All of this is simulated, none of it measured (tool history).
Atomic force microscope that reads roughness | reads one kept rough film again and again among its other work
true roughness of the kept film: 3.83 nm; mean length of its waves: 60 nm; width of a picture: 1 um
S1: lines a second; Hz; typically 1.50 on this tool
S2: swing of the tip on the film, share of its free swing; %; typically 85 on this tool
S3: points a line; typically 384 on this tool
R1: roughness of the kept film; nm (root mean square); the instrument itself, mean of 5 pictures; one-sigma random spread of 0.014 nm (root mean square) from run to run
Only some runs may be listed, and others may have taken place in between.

Run 1, hour 0.0: usual settings. Result: R1 3.356 nm (root mean square).
At hour 52.9: new tip fitted.
Run 2, hour 68.7: usual settings. Result: R1 3.381 nm (root mean square).
Run 3, hour 144.1: usual settings but S3 571. Result: R1 3.352 nm (root mean square).
At hour 158.0: new tip fitted.
Run 4, hour 198.6: usual settings but S3 571. Result: R1 3.371 nm (root mean square).
At hour 262.4: new tip fitted.
Run 5, hour 275.3: usual settings but S3 571. Result: R1 3.380 nm (root mean square).
Run 6, hour 330.8: usual settings but S3 571. Result: R1 3.368 nm (root mean square).
At hour 365.0: new tip fitted.
Run 7, hour 405.6: usual settings but S3 571. Result: R1 3.386 nm (root mean square).
Run 8, hour 438.3: usual settings but S3 571. Result: R1 3.360 nm (root mean square).
At hour 466.5: new tip fitted.
Run 9, hour 473.1: usual settings. Result: R1 3.411 nm (root mean square).
Run 10, hour 509.8: usual settings but S2 60 %. Result: R1 3.604 nm (root mean square).
Run 11, hour 548.0: usual settings but S2 60 %. Result: R1 3.573 nm (root mean square).
At hour 569.8: new tip fitted.
Run 12, hour 606.2: usual settings but S2 60 %. Result: R1 3.581 nm (root mean square).
Run 13, hour 658.3: usual settings but S2 60 %. Result: R1 3.569 nm (root mean square).
At hour 672.6: new tip fitted.
Run 14, hour 718.0: usual settings but S2 60 %. Result: R1 3.593 nm (root mean square).
Run 15, hour 762.3: usual settings but S2 87 %. Result: R1 3.331 nm (root mean square).
At hour 776.4: new tip fitted.
Run 16, hour 819.5: usual settings but S2 87 %. Result: R1 3.351 nm (root mean square).
At hour 879.0: new tip fitted.
Run 17, hour 879.0: usual settings. Result: R1 3.387 nm (root mean square).
Run 18, hour 920.8: usual settings but S2 73 %. Result: R1 3.500 nm (root mean square).
Run 19, hour 953.2: usual settings but S1 3.10 Hz, S2 73 %. Result: R1 3.340 nm (root mean square).
At hour 982.7: new tip fitted.
Run 20, hour 1002.1: usual settings but S1 3.10 Hz, S2 73 %. Result: R1 3.334 nm (root mean square).
Run 21, hour 1057.9: usual settings but S1 2.54 Hz, S2 72 %. Result: R1 3.379 nm (root mean square).
At hour 1086.2: new tip fitted.
Run 22, hour 1112.8: usual settings but S1 2.54 Hz, S2 72 %. Result: R1 3.402 nm (root mean square).
Run 23, hour 1162.8: usual settings but S3 482. Result: R1 3.358 nm (root mean square).
At hour 1192.3: new tip fitted.
Run 24, hour 1203.0: usual settings but S3 482. Result: R1 3.385 nm (root mean square).
Run 25, hour 1253.2: usual settings but S3 482. Result: R1 3.409 nm (root mean square).
Run 26, hour 1288.9: usual settings but S2 78 %, S3 484. Result: R1 3.438 nm (root mean square).
At hour 1295.7: new tip fitted.
Run 27, hour 1326.1: usual settings but S2 88 %, S3 364. Result: R1 3.346 nm (root mean square).
Run 28, hour 1384.7: usual settings but S1 0.92 Hz, S2 60 %, S3 439. Result: R1 3.609 nm (root mean square).
At hour 1397.4: new tip fitted.
Run 29, hour 1451.6: usual settings but S1 1.58 Hz, S2 80 %, S3 675. Result: R1 3.422 nm (root mean square).
Run 30, hour 1494.6: usual settings but S1 1.71 Hz. Result: R1 3.328 nm (root mean square).
At hour 1498.5: new tip fitted.
Run 31, hour 1557.1: usual settings but S1 1.71 Hz. Result: R1 3.341 nm (root mean square).
At hour 1601.5: new tip fitted.
Run 32, hour 1601.5: usual settings but S1 2.19 Hz, S2 67 %, S3 528. Result: R1 3.528 nm (root mean square).
Run 33, hour 1671.7: usual settings but S1 1.74 Hz, S2 81 %, S3 866. Result: R1 3.384 nm (root mean square).
At hour 1703.4: new tip fitted.
Run 34, hour 1736.8: usual settings but S1 1.74 Hz, S2 81 %, S3 866. Result: R1 3.420 nm (root mean square).
Run 35, hour 1797.6: usual settings but S1 0.65 Hz, S2 80 %. Result: R1 3.546 nm (root mean square).
At hour 1808.8: new tip fitted.
Run 36, hour 1871.3: usual settings but S1 0.62 Hz, S2 78 %, S3 635. Result: R1 3.586 nm (root mean square).
At hour 1910.4: new tip fitted.
Run 37, hour 1910.4: usual settings but S1 1.02 Hz, S2 74 %, S3 365. Result: R1 3.559 nm (root mean square).

What if the next run were any one of these 3? Each begins from the tool's condition after run 37:
At hour 1939.8: height scale calibrated on a step standard.
Run A, hour 1976.7: usual settings but S1 1.02 Hz, S2 62 %, S3 365. Result: R1 ?.
At hour 1939.8: height scale calibrated on a step standard.
Run B, hour 1976.7: usual settings but S2 55 %, S3 383. Result: R1 ?.
At hour 1939.8: height scale calibrated on a step standard.
Run C, hour 1976.7: usual settings but S1 0.58 Hz. Result: R1 ?.

run     R1
  A  3.602
  B  3.593
  C  3.538
Take away the tool's hidden state, keep each run's random variation, and the runs would have read:
run     R1
  A  3.611
  B  3.603
  C  3.547
